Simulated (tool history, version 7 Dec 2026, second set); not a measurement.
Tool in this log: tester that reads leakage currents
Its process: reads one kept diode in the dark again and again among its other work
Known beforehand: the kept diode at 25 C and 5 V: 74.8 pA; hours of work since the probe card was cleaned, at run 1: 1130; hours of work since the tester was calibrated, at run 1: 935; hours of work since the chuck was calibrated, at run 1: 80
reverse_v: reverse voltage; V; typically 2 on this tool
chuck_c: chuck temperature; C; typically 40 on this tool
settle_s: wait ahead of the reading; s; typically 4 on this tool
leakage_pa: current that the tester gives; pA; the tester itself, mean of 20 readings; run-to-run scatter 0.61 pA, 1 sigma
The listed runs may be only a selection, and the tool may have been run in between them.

run,day,reverse_v,chuck_c,settle_s,hours of work since the probe card was cleaned,hours of work since the tester was calibrated,hours of work since the chuck was calibrated,leakage_pa
1,0,2,40,4,1130,935,80,203.23
2,6.042,2,40,4,1233,1039,184,203.86
3,15.317,2,40,4,1393,1198,343,203.59
4,24.346,2,40,4,1548,1353,498,202.99
5,34.142,2,40,4,1716,1521,667,203.69
6,43.054,2,40,4,1869,1674,820,204.17
# day 48.533: probe card cleaned and baked
7,49.321,2,40,4,14,1779,925,204.37
8,60.483,2,40,4,205,1971,1117,202.09
# day 67.867: tester calibrated
9,71.179,2,40,4,387,57,1299,203.28
10,80.825,2,40,4,553,222,1465,201.57
# day 83.929: chuck's temperature calibrated
11,91.021,2,40,4,727,396,122,203.72
12,98.508,2,40,4,855,525,250,202.94
13,105.383,2,40,0.71,973,643,368,203.79
14,116.246,2,40,0.71,1160,829,555,203.9
15,122.554,2,40,0.71,1268,937,663,203.22
16,128.921,2,40,0.71,1377,1047,772,203.35
17,136.621,2,40,4,1510,1179,905,204.19
18,145.75,2,40,4,1666,1336,1061,202.94
19,152.458,2,40,4,1781,1451,1177,203.11
# day 162.658: probe card cleaned and baked
20,162.658,2,20,2.4,0,1624,1350,36.17
21,169.642,2,20,2.4,120,1744,1469,36.25
# day 172.879: chuck's temperature calibrated
22,180.058,2.46,49,0.46,297,1921,123,439.53
23,187.75,12.62,45,7.35,429,2053,255,525.87
# day 190.775: tester calibrated
24,194.746,2,24,0.31,548,68,374,53.9
25,205.329,2,55,1.13,730,250,556,642.75
26,212.858,5.56,40,0.39,859,379,685,279.28
27,218.171,5.56,40,0.39,950,470,776,280.1
28,226.692,2.55,22,2.79,1096,617,922,46.95
29,235.229,15.53,22,0.82,1243,763,1069,86.09
30,241.292,12.62,22,0.82,1347,867,1173,79.63
31,250.038,12.62,22,0.82,1497,1017,1323,80.21
32,254.925,3.63,26,1.36,1581,1101,1407,75.01
# day 261.038: chuck's temperature calibrated
33,266.338,17.59,26,6.33,1776,1296,91,121.15
34,273.538,2.19,38,0.48,1899,1420,215,178.26
# day 277.067: probe card cleaned and baked
35,283.746,5.27,38,0.48,115,1593,388,233.94
36,291.146,5.27,38,0.48,242,1720,515,236.03
37,298.425,3.42,59,2.43,367,1845,640,1014.19
38,310.362,3.88,48,2.43,572,2050,845,466.27

Forecast each of these 5 alternatives for the next run:
# day 313.479: tester calibrated
A,319.979,2,26,4,735,112,1008,?
# day 313.479: tester calibrated
B,319.979,3.88,48,0.71,735,112,1008,?
# day 313.479: tester calibrated
C,319.979,3.88,48,3.1,735,112,1008,?
# day 313.479: tester calibrated
D,319.979,2,51,0.63,735,112,1008,?
# day 313.479: tester calibrated
E,319.979,2,28,0.97,735,112,1008,?

run,leakage_pa
A,62.08
B,467.15
C,466.23
D,482.65
E,74.91
Had the tool no hidden state, the same runs would have come out as:
run,leakage_pa
A,62.16
B,467.68
C,466.76
D,483.2
E,74.99
